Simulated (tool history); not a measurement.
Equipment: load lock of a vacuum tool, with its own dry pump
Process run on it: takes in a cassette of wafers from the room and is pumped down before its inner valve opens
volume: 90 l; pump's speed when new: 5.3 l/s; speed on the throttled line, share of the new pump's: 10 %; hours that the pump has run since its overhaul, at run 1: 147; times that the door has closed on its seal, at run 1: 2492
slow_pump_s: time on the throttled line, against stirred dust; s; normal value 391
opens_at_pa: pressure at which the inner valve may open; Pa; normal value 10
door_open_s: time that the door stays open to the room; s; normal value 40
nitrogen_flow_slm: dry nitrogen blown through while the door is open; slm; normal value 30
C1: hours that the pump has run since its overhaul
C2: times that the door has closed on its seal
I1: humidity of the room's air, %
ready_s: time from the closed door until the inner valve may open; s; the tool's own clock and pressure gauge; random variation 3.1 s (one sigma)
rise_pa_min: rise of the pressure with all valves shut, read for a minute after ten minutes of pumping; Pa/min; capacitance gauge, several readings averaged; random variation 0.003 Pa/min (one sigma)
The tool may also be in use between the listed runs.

run 1 hour=0.0 | slow_pump_s=391 opens_at_pa=10 door_open_s=40 nitrogen_flow_slm=30 | C1=147 C2=2492 | I1=42.1 | ready_s=507.1 rise_pa_min=0.031
run 2 hour=93.9 | slow_pump_s=391 opens_at_pa=10 door_open_s=181 nitrogen_flow_slm=30 | C1=241 C2=2675 | I1=46.1 | ready_s=512.6 rise_pa_min=0.043
run 3 hour=172.5 | slow_pump_s=391 opens_at_pa=10 door_open_s=181 nitrogen_flow_slm=30 | C1=320 C2=2828 | I1=45.5 | ready_s=507.5 rise_pa_min=0.047
run 4 hour=342.4 | slow_pump_s=391 opens_at_pa=10 door_open_s=40 nitrogen_flow_slm=30 | C1=489 C2=3158 | I1=44.2 | ready_s=511.6 rise_pa_min=0.034
run 5 hour=442.9 | slow_pump_s=391 opens_at_pa=10 door_open_s=40 nitrogen_flow_slm=30 | C1=590 C2=3354 | I1=47.3 | ready_s=514.3 rise_pa_min=0.045
run 6 hour=537.7 | slow_pump_s=391 opens_at_pa=10 door_open_s=40 nitrogen_flow_slm=30 | C1=685 C2=3538 | I1=43.9 | ready_s=504.8 rise_pa_min=0.046
run 7 hour=630.3 | slow_pump_s=391 opens_at_pa=8 door_open_s=40 nitrogen_flow_slm=30 | C1=777 C2=3719 | I1=42.8 | ready_s=512.5 rise_pa_min=0.046
run 8 hour=795.1 | slow_pump_s=391 opens_at_pa=8 door_open_s=40 nitrogen_flow_slm=30 | C1=942 C2=4040 | I1=46.2 | ready_s=516.9 rise_pa_min=0.053
run 9 hour=884.1 | slow_pump_s=391 opens_at_pa=8 door_open_s=40 nitrogen_flow_slm=30 | C1=1031 C2=4213 | I1=46.3 | ready_s=517.7 rise_pa_min=0.052
run 10 hour=970.3 | slow_pump_s=391 opens_at_pa=16 door_open_s=40 nitrogen_flow_slm=30 | C1=1117 C2=4381 | I1=42.5 | ready_s=503.2 rise_pa_min=0.056
run 11 hour=1110.2 | slow_pump_s=391 opens_at_pa=16 door_open_s=40 nitrogen_flow_slm=30 | C1=1257 C2=4653 | I1=44.0 | ready_s=504.4 rise_pa_min=0.056
run 12 hour=1224.2 | slow_pump_s=391 opens_at_pa=16 door_open_s=40 nitrogen_flow_slm=30 | C1=1371 C2=4875 | I1=46.2 | ready_s=507.3 rise_pa_min=0.064
run 13 hour=1387.8 | slow_pump_s=391 opens_at_pa=16 door_open_s=40 nitrogen_flow_slm=30 | C1=1535 C2=5193 | I1=46.5 | ready_s=506.8 rise_pa_min=0.068
run 14 hour=1493.0 | slow_pump_s=391 opens_at_pa=16 door_open_s=40 nitrogen_flow_slm=30 | C1=1640 C2=5398 | I1=45.1 | ready_s=506.6 rise_pa_min=0.071
run 15 hour=1672.3 | slow_pump_s=391 opens_at_pa=16 door_open_s=40 nitrogen_flow_slm=30 | C1=1819 C2=5747 | I1=44.2 | ready_s=505.1 rise_pa_min=0.075
run 16 hour=1809.9 | slow_pump_s=391 opens_at_pa=16 door_open_s=40 nitrogen_flow_slm=30 | C1=1957 C2=6015 | I1=46.7 | ready_s=498.6 rise_pa_min=0.081
run 17 hour=1915.5 | slow_pump_s=419 opens_at_pa=17 door_open_s=35 nitrogen_flow_slm=11 | C1=2063 C2=6221 | I1=45.9 | ready_s=526.0 rise_pa_min=0.089
run 18 hour=2034.9 | slow_pump_s=391 opens_at_pa=17 door_open_s=40 nitrogen_flow_slm=30 | C1=2182 C2=6453 | I1=45.2 | ready_s=506.3 rise_pa_min=0.088
run 19 hour=2122.0 | slow_pump_s=391 opens_at_pa=17 door_open_s=58 nitrogen_flow_slm=41 | C1=2269 C2=6623 | I1=46.3 | ready_s=503.3 rise_pa_min=0.090
run 20 hour=2224.3 | slow_pump_s=391 opens_at_pa=12 door_open_s=58 nitrogen_flow_slm=11 | C1=2371 C2=6822 | I1=47.0 | ready_s=511.0 rise_pa_min=0.097
run 21 hour=2373.0 | slow_pump_s=222 opens_at_pa=12 door_open_s=58 nitrogen_flow_slm=5 | C1=2520 C2=7111 | I1=45.2 | ready_s=352.6 rise_pa_min=0.113
run 22 hour=2480.9 | slow_pump_s=222 opens_at_pa=12 door_open_s=58 nitrogen_flow_slm=5 | C1=2628 C2=7321 | I1=48.0 | ready_s=360.1 rise_pa_min=0.114
run 23 hour=2576.3 | slow_pump_s=660 opens_at_pa=12 door_open_s=58 nitrogen_flow_slm=5 | C1=2723 C2=7507 | I1=43.5 | ready_s=748.9 rise_pa_min=0.119

Alternative continuations, all from the tool just after run 23; predict every row:
run A hour=2729.6 | slow_pump_s=261 opens_at_pa=10 door_open_s=51 nitrogen_flow_slm=6 | C1=2877 C2=7806 | I1=47.1 | ready_s=? rise_pa_min=?
run B hour=2729.6 | slow_pump_s=514 opens_at_pa=12 door_open_s=58 nitrogen_flow_slm=5 | C1=2877 C2=7806 | I1=46.8 | ready_s=? rise_pa_min=?
run C hour=2729.6 | slow_pump_s=660 opens_at_pa=10 door_open_s=89 nitrogen_flow_slm=9 | C1=2877 C2=7806 | I1=44.3 | ready_s=? rise_pa_min=?
run D hour=2729.6 | slow_pump_s=660 opens_at_pa=12 door_open_s=58 nitrogen_flow_slm=13 | C1=2877 C2=7806 | I1=45.6 | ready_s=? rise_pa_min=?
run E hour=2729.6 | slow_pump_s=660 opens_at_pa=14 door_open_s=58 nitrogen_flow_slm=7 | C1=2877 C2=7806 | I1=44.6 | ready_s=? rise_pa_min=?

run=A ready_s=401.2 rise_pa_min=0.120
run=B ready_s=631.4 rise_pa_min=0.118
run=C ready_s=754.3 rise_pa_min=0.122
run=D ready_s=750.1 rise_pa_min=0.112
run=E ready_s=741.9 rise_pa_min=0.125
Stripped of hidden state, with their random variation kept, the same runs would have yielded:
run=A ready_s=395.2 rise_pa_min=0.022
run=B ready_s=626.8 rise_pa_min=0.019
run=C ready_s=749.9 rise_pa_min=0.024
run=D ready_s=746.1 rise_pa_min=0.012
run=E ready_s=737.7 rise_pa_min=0.027
